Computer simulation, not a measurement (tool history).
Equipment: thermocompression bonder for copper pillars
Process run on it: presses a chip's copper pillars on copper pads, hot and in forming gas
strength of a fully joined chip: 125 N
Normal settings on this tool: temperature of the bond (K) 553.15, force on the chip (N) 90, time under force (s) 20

run   hour  temperature of the bond (K)  force on the chip (N)  time under force (s)  force that shears a chip off (N)
  1    0.0                       553.15                     90                    20                              76.7
  2   29.5                       553.15                     90                    40                              91.6
  3   58.5                       553.15                     90                    40                              92.4
  4   82.6                       553.15                     90                    40                              91.6
  5   98.1                       553.15                     90                    20                              73.2
  6  126.0                       553.15                     90                    20                              73.7
  7  148.1                       553.15                     90                    20                              74.3
  8  171.5                       553.15                     90                    20                              71.8
  9  187.2                       553.15                     90                    20                              73.9
 10  213.3                       553.15                     90                    28                              78.4
 11  241.0                       553.15                     90                    28                              80.0
     244.9  -- heater calibrated with a thermocouple chip
 12  260.1                       562.15                     85                    17                              69.5
 13  289.1                       530.15                    103                    27                              64.0
 14  318.2                       553.15                     72                    20                              55.6
 15  347.9                       537.15                    101                    36                              74.8
     353.4  -- heater calibrated with a thermocouple chip, once more
 16  369.7                       537.15                     54                    36                              46.5
 17  389.0                       546.15                    100                    20                              75.1
 18  403.1                       546.15                     99                    20                              74.5
 19  424.6                       553.15                     85                    49                              87.9
     429.1  -- forming gas filter changed
 20  446.9                       553.15                     85                    49                              99.4
 21  468.5                       553.15                     85                    49                              99.5
 22  492.1                       581.15                     92                    22                             105.6

3 ways to go on from here, each from the tool as it stands after run 22. What would each give?
  A  509.2                       545.15                     95                    32                                 ?
  B  509.2                       544.15                     59                    13                                 ?
  C  509.2                       581.15                     77                    22                                 ?

run  force that shears a chip off (N)
  A                              87.6
  B                              41.5
  C                              96.3
Without the tool's unlogged condition, the same runs would have read:
run  force that shears a chip off (N)
  A                              90.1
  B                              42.9
  C                              98.9
